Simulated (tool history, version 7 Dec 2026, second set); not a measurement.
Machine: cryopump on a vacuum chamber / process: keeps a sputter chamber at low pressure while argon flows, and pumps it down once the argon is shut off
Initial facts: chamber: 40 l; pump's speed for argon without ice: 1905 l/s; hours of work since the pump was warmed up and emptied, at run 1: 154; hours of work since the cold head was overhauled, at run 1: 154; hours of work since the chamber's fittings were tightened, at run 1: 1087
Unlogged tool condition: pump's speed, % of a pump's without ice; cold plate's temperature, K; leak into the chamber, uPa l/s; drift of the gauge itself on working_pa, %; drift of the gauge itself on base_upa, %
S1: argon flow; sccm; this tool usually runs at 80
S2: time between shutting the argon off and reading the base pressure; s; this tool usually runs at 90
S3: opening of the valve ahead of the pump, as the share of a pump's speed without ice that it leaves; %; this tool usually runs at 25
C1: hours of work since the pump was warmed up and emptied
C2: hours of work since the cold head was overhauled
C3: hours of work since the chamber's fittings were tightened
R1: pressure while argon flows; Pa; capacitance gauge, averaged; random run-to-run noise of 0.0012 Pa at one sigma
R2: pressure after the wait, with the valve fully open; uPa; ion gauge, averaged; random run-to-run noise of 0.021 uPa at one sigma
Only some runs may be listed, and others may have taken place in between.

{"run": 1, "day": 0.0, "S1": 80, "S2": 90, "S3": 25, "C1": 154, "C2": 154, "C3": 1087, "R1": 0.2856, "R2": 1.48}
{"run": 2, "day": 0.612, "S1": 80, "S2": 90, "S3": 25, "C1": 161, "C2": 161, "C3": 1094, "R1": 0.2899, "R2": 1.4}
{"run": 3, "day": 1.312, "S1": 80, "S2": 90, "S3": 25, "C1": 168, "C2": 168, "C3": 1101, "R1": 0.2871, "R2": 1.44}
{"run": 4, "day": 1.85, "S1": 80, "S2": 90, "S3": 25, "C1": 174, "C2": 174, "C3": 1107, "R1": 0.2872, "R2": 1.49}
{"run": 5, "day": 2.25, "S1": 80, "S2": 90, "S3": 25, "C1": 178, "C2": 178, "C3": 1111, "R1": 0.286, "R2": 1.46}
{"run": 6, "day": 2.917, "S1": 80, "S2": 90, "S3": 25, "C1": 185, "C2": 185, "C3": 1118, "R1": 0.2894, "R2": 1.53}
{"run": 7, "day": 3.375, "S1": 80, "S2": 90, "S3": 25, "C1": 190, "C2": 190, "C3": 1123, "R1": 0.2867, "R2": 1.54}
{"run": 8, "day": 3.733, "S1": 80, "S2": 90, "S3": 25, "C1": 194, "C2": 194, "C3": 1127, "R1": 0.2869, "R2": 1.48}
{"run": 9, "day": 4.242, "S1": 59, "S2": 226, "S3": 25, "C1": 199, "C2": 199, "C3": 1133, "R1": 0.2124, "R2": 1.32}
{"run": 10, "day": 4.858, "S1": 59, "S2": 226, "S3": 25, "C1": 206, "C2": 206, "C3": 1139, "R1": 0.2123, "R2": 1.36}
{"run": 11, "day": 5.425, "S1": 38, "S2": 105, "S3": 35, "C1": 212, "C2": 212, "C3": 1145, "R1": 0.0992, "R2": 1.49}
{"run": 12, "day": 5.996, "S1": 68, "S2": 21, "S3": 20, "C1": 218, "C2": 218, "C3": 1151, "R1": 0.3075, "R2": 2.2}
{"run": 13, "day": 6.683, "S1": 51, "S2": 35, "S3": 38, "C1": 226, "C2": 226, "C3": 1159, "R1": 0.1222, "R2": 1.9}
{"run": 14, "day": 7.404, "S1": 51, "S2": 35, "S3": 38, "C1": 233, "C2": 233, "C3": 1166, "R1": 0.122, "R2": 1.89}

Each row is a separate what-if for the run after 14, all from the same tool condition, not one after another. Results?
{"run": "A", "day": 7.829, "S1": 69, "S2": 271, "S3": 26, "C1": 238, "C2": 238, "C3": 1171, "R1": "?", "R2": "?"}
{"run": "B", "day": 7.829, "S1": 45, "S2": 140, "S3": 58, "C1": 238, "C2": 238, "C3": 1171, "R1": "?", "R2": "?"}
{"run": "C", "day": 7.829, "S1": 51, "S2": 103, "S3": 30, "C1": 238, "C2": 238, "C3": 1171, "R1": "?", "R2": "?"}

run=A R1=0.2400 R2=1.43
run=B R1=0.0717 R2=1.45
run=C R1=0.1533 R2=1.53
Had the tool no hidden state, the same runs would have come out as:
run=A R1=0.2353 R2=0.23
run=B R1=0.0687 R2=0.31
run=C R1=0.1499 R2=0.37
